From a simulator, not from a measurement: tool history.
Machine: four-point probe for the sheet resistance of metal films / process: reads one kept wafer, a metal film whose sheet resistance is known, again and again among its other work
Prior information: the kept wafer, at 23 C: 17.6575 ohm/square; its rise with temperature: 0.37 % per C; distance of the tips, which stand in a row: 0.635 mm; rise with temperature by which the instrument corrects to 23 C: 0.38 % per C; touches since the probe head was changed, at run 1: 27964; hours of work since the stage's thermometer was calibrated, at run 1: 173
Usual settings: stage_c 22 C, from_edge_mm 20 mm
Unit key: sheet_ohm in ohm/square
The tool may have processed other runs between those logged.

run     day  stage_c  from_edge_mm  touches since the probe head was changed  hours of work since the stage's thermometer was calibrated  sheet_ohm
  1   0.000       22            20                                     27964                                                         173  17.673379
  2   0.658       22            20                                     28407                                                         181  17.663752
  3   2.017       24            20                                     29316                                                         199  17.661149
  4   2.954       22            20                                     29944                                                         211  17.672251
  5   3.796       32            20                                     30510                                                         222  17.650335
  6   4.471       32            20                                     30964                                                         231  17.649696
  7   5.192       32            20                                     31445                                                         240  17.652887
  8   5.954       32            20                                     31958                                                         250  17.646684
  9   7.000       22            20                                     32658                                                         264  17.667228
 10   7.579       22            19                                     33047                                                         271  17.672904
 11   8.854       22             5                                     33903                                                         288  17.815169
 12   9.625       22             5                                     34419                                                         298  17.807208
 13  10.579       22             5                                     35061                                                         310  17.811761
 14  11.771       22            20                                     35858                                                         326  17.666574
 15  12.746       22            20                                     36513                                                         338  17.671414
 16  13.762       22            20                                     37195                                                         351  17.677848
 17  14.646       22            20                                     37787                                                         363  17.670643
 18  15.767       22            20                                     38539                                                         377  17.670074
 19  16.542       22            12                                     39058                                                         388  17.686956
 20  17.512       27            14                                     39709                                                         400  17.671611
 21  18.312       22            65                                     40247                                                         411  17.663096
 22  19.542       29            39                                     41069                                                         427  17.643722
 23  20.488       29            39                                     41704                                                         439  17.641921
 24  21.812       21            36                                     42592                                                         456  17.666548
 25  22.500       32            49                                     43053                                                         465  17.636496
 26  23.762       31             9                                     43900                                                         481  17.684094
 27  24.667       25             6                                     44506                                                         493  17.752489
 28  25.300       25            13                                     44933                                                         501  17.673732
 29  26.004       25             4                                     45406                                                         511  17.885194
 30  26.825       28             4                                     45955                                                         521  17.884463
 31  28.150       29            20                                     46842                                                         538  17.650009
 32  28.833       18            46                                     47303                                                         547  17.662794
 33  29.633       22             5                                     47839                                                         558  17.814391
 34  30.867       22             5                                     48666                                                         574  17.814518
 35  32.175       30             4                                     49542                                                         591  17.878579
 36  33.050       29             3                                     50129                                                         602  18.061096
 37  33.912       20            62                                     50708                                                         613  17.673375
 38  34.567       27             3                                     51147                                                         622  18.061991

Alternative continuations, all from the tool just after run 38; predict every row:
  A  35.254       20            61                                     51609                                                         631          ?
  B  35.254       18             5                                     51609                                                         631          ?
  C  35.254       22            24                                     51609                                                         631          ?
  D  35.254       21            24                                     51609                                                         631          ?
  E  35.254       34             3                                     51609                                                         631          ?

run  sheet_ohm
  A  17.665971
  B  17.821395
  C  17.666689
  D  17.665282
  E  18.048842
Without the tool's unlogged condition, the same runs would have read:
run  sheet_ohm
  A  17.666174
  B  17.821598
  C  17.666894
  D  17.665486
  E  18.049061

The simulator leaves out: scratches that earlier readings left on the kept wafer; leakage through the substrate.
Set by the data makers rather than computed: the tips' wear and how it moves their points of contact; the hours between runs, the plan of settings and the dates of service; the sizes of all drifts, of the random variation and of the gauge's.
